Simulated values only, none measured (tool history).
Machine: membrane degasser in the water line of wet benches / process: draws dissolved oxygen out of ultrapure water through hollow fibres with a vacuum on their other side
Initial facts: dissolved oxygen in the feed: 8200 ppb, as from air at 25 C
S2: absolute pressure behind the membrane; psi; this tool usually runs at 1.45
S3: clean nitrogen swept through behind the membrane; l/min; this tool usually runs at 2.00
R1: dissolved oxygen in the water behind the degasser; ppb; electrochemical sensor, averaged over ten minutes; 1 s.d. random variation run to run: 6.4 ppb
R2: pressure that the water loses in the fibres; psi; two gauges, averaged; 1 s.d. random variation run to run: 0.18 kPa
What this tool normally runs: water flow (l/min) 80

{"run": 1, "hour": 0.0, "water flow (l/min)": 80, "S2": 1.45, "S3": 2.0, "R1": 737.7, "R2": 4.888}
{"run": 2, "hour": 47.0, "water flow (l/min)": 100, "S2": 1.45, "S3": 2.0, "R1": 874.2, "R2": 6.122}
{"run": 3, "hour": 90.7, "water flow (l/min)": 100, "S2": 1.45, "S3": 2.0, "R1": 879.4, "R2": 6.105}
{"run": 4, "hour": 141.8, "water flow (l/min)": 80, "S2": 1.45, "S3": 2.0, "R1": 744.9, "R2": 4.866}
{"run": 5, "hour": 173.9, "water flow (l/min)": 80, "S2": 1.45, "S3": 2.0, "R1": 742.8, "R2": 4.904}
{"run": 6, "hour": 200.2, "water flow (l/min)": 80, "S2": 1.45, "S3": 2.0, "R1": 745.4, "R2": 4.894}
{"run": 7, "hour": 233.4, "water flow (l/min)": 80, "S2": 1.45, "S3": 2.0, "R1": 747.1, "R2": 4.863}
{"run": 8, "hour": 260.1, "water flow (l/min)": 80, "S2": 1.45, "S3": 5.46, "R1": 453.0, "R2": 4.896}
{"run": 9, "hour": 289.3, "water flow (l/min)": 80, "S2": 1.45, "S3": 5.46, "R1": 456.4, "R2": 4.892}
{"run": 10, "hour": 313.9, "water flow (l/min)": 80, "S2": 1.45, "S3": 5.46, "R1": 457.0, "R2": 4.863}
{"run": 11, "hour": 364.9, "water flow (l/min)": 80, "S2": 3.29, "S3": 5.46, "R1": 814.3, "R2": 4.885}
{"run": 12, "hour": 386.9, "water flow (l/min)": 80, "S2": 3.29, "S3": 5.46, "R1": 826.6, "R2": 4.894}
{"run": 13, "hour": 417.5, "water flow (l/min)": 80, "S2": 3.29, "S3": 5.46, "R1": 832.8, "R2": 4.876}
{"run": 14, "hour": 438.5, "water flow (l/min)": 80, "S2": 3.29, "S3": 0.81, "R1": 2531.1, "R2": 4.892}
{"run": 15, "hour": 471.6, "water flow (l/min)": 122, "S2": 3.29, "S3": 0.81, "R1": 3070.7, "R2": 7.416}
{"run": 16, "hour": 499.7, "water flow (l/min)": 80, "S2": 1.45, "S3": 1.36, "R1": 892.1, "R2": 4.876}
{"run": 17, "hour": 543.2, "water flow (l/min)": 80, "S2": 1.45, "S3": 2.0, "R1": 734.0, "R2": 4.921}
{"run": 18, "hour": 577.5, "water flow (l/min)": 80, "S2": 1.84, "S3": 4.66, "R1": 577.1, "R2": 4.902}
{"run": 19, "hour": 621.9, "water flow (l/min)": 80, "S2": 1.84, "S3": 4.66, "R1": 579.2, "R2": 4.892}
{"run": 20, "hour": 654.2, "water flow (l/min)": 66, "S2": 2.05, "S3": 2.0, "R1": 860.9, "R2": 3.977}
{"run": 21, "hour": 679.4, "water flow (l/min)": 66, "S2": 2.05, "S3": 2.0, "R1": 863.6, "R2": 4.076}
{"run": 22, "hour": 705.7, "water flow (l/min)": 82, "S2": 1.58, "S3": 2.68, "R1": 702.1, "R2": 5.023}
{"run": 23, "hour": 734.0, "water flow (l/min)": 82, "S2": 1.58, "S3": 2.68, "R1": 709.6, "R2": 5.01}
{"run": 24, "hour": 775.6, "water flow (l/min)": 65, "S2": 2.8, "S3": 5.19, "R1": 626.9, "R2": 3.994}
{"run": 25, "hour": 825.1, "water flow (l/min)": 65, "S2": 2.8, "S3": 5.19, "R1": 628.0, "R2": 3.948}
{"run": 26, "hour": 876.2, "water flow (l/min)": 65, "S2": 2.8, "S3": 5.19, "R1": 618.6, "R2": 3.977}
{"run": 27, "hour": 923.7, "water flow (l/min)": 80, "S2": 2.52, "S3": 2.82, "R1": 999.9, "R2": 4.865}
{"run": 28, "hour": 971.9, "water flow (l/min)": 80, "S2": 2.52, "S3": 2.82, "R1": 995.6, "R2": 4.914}
{"run": 29, "hour": 1017.8, "water flow (l/min)": 80, "S2": 2.52, "S3": 2.82, "R1": 998.0, "R2": 4.895}
{"run": 30, "hour": 1059.6, "water flow (l/min)": 80, "S2": 2.52, "S3": 2.82, "R1": 994.7, "R2": 4.934}
{"run": 31, "hour": 1093.4, "water flow (l/min)": 115, "S2": 1.41, "S3": 1.89, "R1": 1000.1, "R2": 7.058}
{"run": 32, "hour": 1134.0, "water flow (l/min)": 115, "S2": 1.32, "S3": 4.52, "R1": 635.4, "R2": 7.081}
{"run": 33, "hour": 1176.3, "water flow (l/min)": 115, "S2": 3.5, "S3": 4.52, "R1": 1318.0, "R2": 7.087}

Taken out of this log: 1 entry between the listed runs. Where each belongs, and how the hidden state differs across it:
Logged between run 1 and run 2: vacuum gauge calibrated (hour 37.3)
  true pressure behind the membrane over the reading, kPa: 0.1 -> 0.08; air that leaks in behind the membrane, l/min: 0.0042 -> 0.0043
  the result without the hidden state subtracted from the measured one, R1: +10.9 -> +10.6 ppb; R2: +0.025 -> +0.032 psi

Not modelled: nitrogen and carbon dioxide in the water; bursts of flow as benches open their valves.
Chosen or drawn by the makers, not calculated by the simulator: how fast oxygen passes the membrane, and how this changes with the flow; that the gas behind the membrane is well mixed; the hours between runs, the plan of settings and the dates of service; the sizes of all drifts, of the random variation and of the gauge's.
